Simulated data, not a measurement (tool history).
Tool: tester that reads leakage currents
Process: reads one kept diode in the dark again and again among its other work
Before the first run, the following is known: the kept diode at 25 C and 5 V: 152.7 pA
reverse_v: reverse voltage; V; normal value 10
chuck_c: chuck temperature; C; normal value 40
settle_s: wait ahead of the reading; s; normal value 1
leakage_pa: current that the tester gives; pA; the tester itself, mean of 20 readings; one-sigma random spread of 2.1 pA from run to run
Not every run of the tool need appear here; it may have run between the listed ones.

run 1 day=0 | reverse_v=10 chuck_c=40 settle_s=1 | leakage_pa=702
run 2 day=3.929 | reverse_v=10 chuck_c=40 settle_s=1 | leakage_pa=694.47
run 3 day=5.812 | reverse_v=10 chuck_c=40 settle_s=0.8 | leakage_pa=695.6
run 4 day=9.329 | reverse_v=10 chuck_c=40 settle_s=0.8 | leakage_pa=692.11
run 5 day=10.992 | reverse_v=10 chuck_c=40 settle_s=0.8 | leakage_pa=689.16
run 6 day=14.408 | reverse_v=10 chuck_c=25 settle_s=1 | leakage_pa=201.02
-- day=17.579 tester calibrated
run 7 day=17.946 | reverse_v=10 chuck_c=25 settle_s=1 | leakage_pa=196.13
run 8 day=21.962 | reverse_v=10 chuck_c=25 settle_s=1 | leakage_pa=195.38
run 9 day=25.746 | reverse_v=2.7 chuck_c=40 settle_s=1 | leakage_pa=383.35
run 10 day=27.862 | reverse_v=2.7 chuck_c=40 settle_s=1 | leakage_pa=383.56

Expected results for the next run?
run 11 day=30.579 | reverse_v=1.3 chuck_c=44 settle_s=1.58 | leakage_pa=?

{"run 11": {"leakage_pa": 390.86}}
With no hidden state in the tool, this same run would have given leakage_pa 430.27 pA.
